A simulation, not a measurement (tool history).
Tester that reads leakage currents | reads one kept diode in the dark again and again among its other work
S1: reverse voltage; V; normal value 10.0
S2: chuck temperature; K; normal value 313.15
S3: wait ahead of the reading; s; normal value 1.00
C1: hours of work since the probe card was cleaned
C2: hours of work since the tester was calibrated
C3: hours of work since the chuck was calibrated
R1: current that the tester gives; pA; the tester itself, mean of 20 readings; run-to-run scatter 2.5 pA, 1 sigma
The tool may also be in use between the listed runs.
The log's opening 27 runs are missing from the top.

run,hour,S1,S2,S3,C1,C2,C3,R1
28,3233.9,10.0,302.15,0.34,1035,833,1338,370.11
29,3322.5,4.5,308.15,1.61,1086,884,1388,450.80
# hour 3453.8: chuck's temperature calibrated
30,3470.5,12.2,304.15,0.43,1170,968,10,441.85
31,3624.3,1.4,328.15,3.31,1258,1056,98,1299.65
32,3730.9,10.0,313.15,0.90,1319,1116,159,879.16
33,3864.7,5.6,300.15,2.56,1395,1193,235,232.96
34,4029.8,5.6,300.15,2.56,1489,1287,329,233.94
35,4160.0,3.1,297.15,0.45,1564,1362,404,143.72
36,4248.1,4.2,311.15,0.45,1614,1412,454,541.20
37,4335.2,10.0,313.15,1.95,1664,1462,504,903.77
38,4405.8,16.2,302.15,9.43,1705,1502,544,434.19
39,4493.4,1.6,331.15,1.19,1755,1553,595,1775.91

What if the next run were any one of these 4? Each begins from the tool's condition after run 39:
A,4660.3,1.6,331.15,1.19,1850,1648,690,?
B,4660.3,19.6,326.15,0.35,1850,1648,690,?
C,4660.3,10.0,318.15,0.58,1850,1648,690,?
D,4660.3,1.6,297.15,1.19,1850,1648,690,?

run,R1
A,1778.42
B,3322.54
C,1363.79
D,113.17
With the hidden condition removed and each run's random variation left untouched, the same runs would have given:
run,R1
A,1666.29
B,3099.62
C,1267.88
D,103.96

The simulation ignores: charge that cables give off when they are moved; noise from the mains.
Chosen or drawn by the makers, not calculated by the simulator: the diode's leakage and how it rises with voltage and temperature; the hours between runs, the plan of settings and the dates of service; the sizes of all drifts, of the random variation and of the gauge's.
